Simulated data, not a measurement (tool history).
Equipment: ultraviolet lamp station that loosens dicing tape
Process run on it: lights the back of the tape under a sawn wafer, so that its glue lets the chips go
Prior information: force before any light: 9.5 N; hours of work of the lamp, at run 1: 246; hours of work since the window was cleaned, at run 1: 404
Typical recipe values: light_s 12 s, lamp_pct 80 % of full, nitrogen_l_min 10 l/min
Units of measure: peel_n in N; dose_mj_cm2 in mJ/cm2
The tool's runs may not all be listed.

run    day  light_s  lamp_pct  nitrogen_l_min  hours of work of the lamp  hours of work since the window was cleaned  peel_n  dose_mj_cm2
  1      0       12        80              10                        246                                         404   0.545          290
  2  0.329       12        80              10                        250                                         408   0.553          285
  3  0.708       12        80              10                        254                                         412   0.561          287
  4  1.138       12        80              10                        259                                         417   0.549          284
  5   1.55       12        71              10                        264                                         422    0.75          254
  6  2.021       12        71              10                        269                                         427   0.727          254
  7  2.292       12        71              10                        272                                         430   0.754          255
  8  2.662       12        71              10                        277                                         435   0.745          256
  9  3.167       12        80              10                        283                                         440   0.568          287
 10  3.467       12        80              10                        286                                         444   0.552          292
 11  3.942       12        88              10                        292                                         450   0.455          318
 12  4.212       12        88              10                        295                                         453   0.476          322
 13  4.492       12        88              10                        298                                         456   0.443          318
 14  4.779        8        92              12                        301                                         459   0.947          219
 15  5.212       23        86              16                        306                                         464    0.18          595
 16  5.554       12        80               6                        310                                         468   0.704          289
 17  5.904       12        95              10                        314                                         472   0.387          345
 18  6.179       12        95              10                        318                                         475   0.372          342
 19  6.567       16        95               7                        322                                         480   0.251          461
 20  6.996       18        79              13                        327                                         485   0.234          429
 21  7.471        7        85              11                        333                                         490    1.43          178
 22  7.712       14        77              15                        335                                         493   0.366          328

Below are 3 alternative next runs, each starting from the tool's condition after run 22. Predict each:
  A  8.238       17        80              10                        341                                         499       ?            ?
  B  8.238        9        63               3                        341                                         499       ?            ?
  C  8.238       14        77               5                        341                                         499       ?            ?

run  peel_n  dose_mj_cm2
  A   0.256          410
  B   2.497          169
  C   0.594          320
With the hidden condition removed and each run's random variation left untouched, the same runs would have given:
run  peel_n  dose_mj_cm2
  A   0.256          410
  B   2.496          170
  C   0.593          320
